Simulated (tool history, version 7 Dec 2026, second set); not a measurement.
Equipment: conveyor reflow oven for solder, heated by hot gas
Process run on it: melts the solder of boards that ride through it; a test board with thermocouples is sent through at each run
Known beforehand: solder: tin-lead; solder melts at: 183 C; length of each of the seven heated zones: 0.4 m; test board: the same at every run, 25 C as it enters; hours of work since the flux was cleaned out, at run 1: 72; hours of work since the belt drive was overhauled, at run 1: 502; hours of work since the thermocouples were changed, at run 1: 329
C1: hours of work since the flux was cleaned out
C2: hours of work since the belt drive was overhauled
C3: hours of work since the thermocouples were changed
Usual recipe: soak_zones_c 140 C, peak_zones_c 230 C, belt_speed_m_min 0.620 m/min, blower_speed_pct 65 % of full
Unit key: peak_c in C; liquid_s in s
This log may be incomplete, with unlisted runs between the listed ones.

run 1 hour=0.0 | soak_zones_c=140 peak_zones_c=230 belt_speed_m_min=0.620 blower_speed_pct=65 | C1=72 C2=502 C3=329 | peak_c=212.4 liquid_s=53.9
run 2 hour=15.7 | soak_zones_c=140 peak_zones_c=230 belt_speed_m_min=0.620 blower_speed_pct=50 | C1=81 C2=510 C3=337 | peak_c=207.6 liquid_s=48.2
run 3 hour=35.1 | soak_zones_c=140 peak_zones_c=238 belt_speed_m_min=0.620 blower_speed_pct=65 | C1=91 C2=520 C3=348 | peak_c=218.1 liquid_s=59.3
run 4 hour=64.2 | soak_zones_c=140 peak_zones_c=238 belt_speed_m_min=0.620 blower_speed_pct=51 | C1=106 C2=535 C3=363 | peak_c=213.9 liquid_s=54.8
run 5 hour=83.5 | soak_zones_c=140 peak_zones_c=230 belt_speed_m_min=0.620 blower_speed_pct=65 | C1=116 C2=545 C3=373 | peak_c=211.3 liquid_s=53.4
run 6 hour=109.3 | soak_zones_c=140 peak_zones_c=222 belt_speed_m_min=0.620 blower_speed_pct=65 | C1=129 C2=559 C3=386 | peak_c=204.1 liquid_s=46.8
run 7 hour=124.3 | soak_zones_c=140 peak_zones_c=222 belt_speed_m_min=0.620 blower_speed_pct=65 | C1=137 C2=566 C3=394 | peak_c=204.5 liquid_s=45.8
run 8 hour=139.4 | soak_zones_c=140 peak_zones_c=222 belt_speed_m_min=0.620 blower_speed_pct=65 | C1=145 C2=574 C3=402 | peak_c=204.2 liquid_s=46.5
run 9 hour=154.6 | soak_zones_c=140 peak_zones_c=222 belt_speed_m_min=0.620 blower_speed_pct=79 | C1=153 C2=582 C3=410 | peak_c=207.1 liquid_s=50.2
run 10 hour=172.7 | soak_zones_c=140 peak_zones_c=230 belt_speed_m_min=0.620 blower_speed_pct=65 | C1=162 C2=592 C3=419 | peak_c=211.1 liquid_s=53.0
run 11 hour=203.6 | soak_zones_c=140 peak_zones_c=230 belt_speed_m_min=0.620 blower_speed_pct=65 | C1=178 C2=608 C3=435 | peak_c=211.5 liquid_s=53.2
run 12 hour=221.4 | soak_zones_c=140 peak_zones_c=244 belt_speed_m_min=0.699 blower_speed_pct=76 | C1=187 C2=617 C3=444 | peak_c=220.8 liquid_s=53.7
run 13 hour=245.3 | soak_zones_c=154 peak_zones_c=244 belt_speed_m_min=0.699 blower_speed_pct=76 | C1=200 C2=629 C3=457 | peak_c=223.8 liquid_s=60.5
run 14 hour=265.2 | soak_zones_c=139 peak_zones_c=237 belt_speed_m_min=0.656 blower_speed_pct=66 | C1=210 C2=640 C3=467 | peak_c=214.4 liquid_s=52.4
-- hour=282.8 flux residue cleaned out of gas plates and filters
run 15 hour=303.1 | soak_zones_c=140 peak_zones_c=232 belt_speed_m_min=0.620 blower_speed_pct=65 | C1=10 C2=657 C3=484 | peak_c=213.3 liquid_s=55.5

Forecast run 16:
run 16 hour=330.1 | soak_zones_c=147 peak_zones_c=226 belt_speed_m_min=0.725 blower_speed_pct=83 | C1=25 C2=671 C3=498 | peak_c=? liquid_s=?

Run 16 gave peak_c 209.0 C, liquid_s 46.4 s.
On a tool with no hidden condition, and with the same random variation, this run would have come out at peak_c 210.0 C, liquid_s 46.8 s.
